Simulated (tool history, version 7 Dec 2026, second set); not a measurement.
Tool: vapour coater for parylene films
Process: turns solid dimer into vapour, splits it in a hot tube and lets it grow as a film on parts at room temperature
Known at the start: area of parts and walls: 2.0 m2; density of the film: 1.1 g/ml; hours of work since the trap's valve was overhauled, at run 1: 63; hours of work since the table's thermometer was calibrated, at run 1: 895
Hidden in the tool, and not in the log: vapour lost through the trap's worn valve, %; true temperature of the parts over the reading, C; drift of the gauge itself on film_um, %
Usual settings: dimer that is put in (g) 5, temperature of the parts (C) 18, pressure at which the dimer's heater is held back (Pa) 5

run,hour,dimer that is put in (g),temperature of the parts (C),pressure at which the dimer's heater is held back (Pa),hours of work since the trap's valve was overhauled,hours of work since the table's thermometer was calibrated,thickness of the film (nm)
1,0,5,18,5,63,895,1570
2,37.3,5,11,5,80,911,1880
3,57.8,5,11,5,89,921,1860
4,94.4,5,11,5,105,937,1870
5,120.2,5,11,5,117,948,1860
6,150.3,5,11,5,130,962,1840
7,175.5,5,11,5,142,973,1860
8,200.5,5,18,5,153,984,1530
9,246.6,5,28,5,173,1005,1200
10,287,5,28,5,191,1023,1170
11,323.2,5,28,5,207,1039,1180
12,353.4,5,18,7.61,221,1052,1470
13,378.6,3,18,5,232,1064,900
14,428.3,3,18,5,254,1086,920
15,456.2,3,18,5,267,1098,910
16,502.3,5,18,5,287,1119,1490
17,540.7,6,18,5,304,1136,1780
18,568.6,6,18,5,317,1148,1770
19,601.1,6,18,5,331,1163,1770
20,635.8,6,18,5,347,1178,1770
21,672,6,18,5,363,1194,1770
22,721.2,6,18,5,385,1216,1770
23,742.9,5,18,5,394,1226,1470
24,784.1,3,18,5,413,1244,860
# hour 835.5: trap's valve overhauled
25,835.6,3,18,5,0,1265,840
26,879.2,3,20,3.79,20,1285,790
27,902.1,5,18,4.5,30,1295,1380
28,924.1,3,15,3.62,39,1305,900
# hour 942.3: trap's valve overhauled, once more
29,974.8,3,13,4.8,14,1326,1090
30,1014.6,2,26,5,32,1344,510
31,1036.2,5,16,9.01,42,1353,1580
32,1071.7,5,16,9.01,58,1369,1590
33,1111.7,6,24,8.3,76,1387,1550
34,1150.4,5,18,7.02,93,1404,1520
35,1191.7,3,14,5,111,1422,1060
36,1234,3,14,5,130,1441,1020
37,1266.1,3,14,5,144,1456,1020
38,1288.6,3,14,5,154,1466,1020
39,1325.6,3,14,5,171,1482,1030
40,1375.9,4,14,5,193,1505,1370
41,1412.1,5,14,8.61,209,1521,1620
42,1451.1,5,29,2.31,227,1538,1220
43,1485.6,5,29,4.28,242,1553,1170
44,1513.9,3,12,4.89,255,1566,1070
45,1550.9,5,18,8.75,271,1583,1430
46,1591.5,5,18,8.75,289,1601,1440
47,1617.2,5,18,8.75,301,1612,1430
48,1660.7,5,18,8.75,320,1631,1430

Some steps in thickness of the film (nm) between neighbouring runs. How much of each would the tool show without its hidden state too (settings, what came in, random variation), and how much is left for the hidden state, with any gauge scatter that isn't in both results?
Run 23 -> 24: dimer that is put in (g) 5 -> 3. thickness of the film (nm) -610: hidden state +30, all else -640.
Run 26 -> 27: dimer that is put in (g) 3 -> 5, temperature of the parts (C) 20 -> 18, pressure at which the dimer's heater is held back (Pa) 3.79 -> 4.5. thickness of the film (nm) +590: hidden state -70, all else +660.
Run 27 -> 28: dimer that is put in (g) 5 -> 3, temperature of the parts (C) 18 -> 15, pressure at which the dimer's heater is held back (Pa) 4.5 -> 3.62. thickness of the film (nm) -480: hidden state +50, all else -530.
Run 28 -> 29: temperature of the parts (C) 15 -> 13, pressure at which the dimer's heater is held back (Pa) 3.62 -> 4.8, trap's valve overhauled, once more. thickness of the film (nm) +190: hidden state +160, all else +30.
Run 30 -> 31: dimer that is put in (g) 2 -> 5, temperature of the parts (C) 26 -> 16, pressure at which the dimer's heater is held back (Pa) 5 -> 9.01. thickness of the film (nm) +1070: hidden state +20, all else +1050.
